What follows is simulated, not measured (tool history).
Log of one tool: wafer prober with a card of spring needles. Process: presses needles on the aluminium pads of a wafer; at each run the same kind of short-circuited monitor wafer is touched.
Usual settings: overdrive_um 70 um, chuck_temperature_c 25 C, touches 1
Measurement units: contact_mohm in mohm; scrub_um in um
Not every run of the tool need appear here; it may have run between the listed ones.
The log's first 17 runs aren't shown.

run	hour	overdrive_um	chuck_temperature_c	touches	touches since the tips were cleaned	cleanings since the card got new needles	touches since the first contact's height was set	contact_mohm	scrub_um
# hour 287.0: tips cleaned on abrasive film
18	295.1	58	71	2	3265	80	90271	268	9.12
# hour 297.4: gauge calibrated
# hour 297.5: tips cleaned on abrasive film
# hour 308.3: tips cleaned on abrasive film
19	316.5	61	108	3	3304	82	98782	277	9.44
# hour 318.9: tips cleaned on abrasive film
# hour 329.5: tips cleaned on abrasive film
20	334.1	61	108	3	1829	84	105771	280	9.42
# hour 340.2: tips cleaned on abrasive film
# hour 352.1: tips cleaned on abrasive film
21	353.7	70	64	1	668	86	113611	263	10.83
# hour 363.3: tips cleaned on abrasive film
22	370.7	70	64	1	2994	87	120397	267	10.84
# hour 374.3: tips cleaned on abrasive film
# hour 384.8: tips cleaned on abrasive film
23	387.2	73	32	1	937	89	126934	255	11.33
# hour 395.9: tips cleaned on abrasive film
# hour 403.0: height of the first contact set anew
# hour 407.2: tips cleaned on abrasive film
24	408.3	59	28	2	413	91	2065	253	9.16
# hour 419.1: tips cleaned on abrasive film
# hour 430.2: tips cleaned on abrasive film
25	431.0	62	40	2	319	93	11117	256	9.64

Estimate the outcome of run 26 from the log above:
# hour 441.3: tips cleaned on abrasive film
26	442.4	56	25	1	433	94	15684	?	?

{"run 26": {"contact_mohm": 252, "scrub_um": 8.7}}
Without the tool's hidden state the same run would have given contact_mohm 251 mohm, scrub_um 8.63 um.
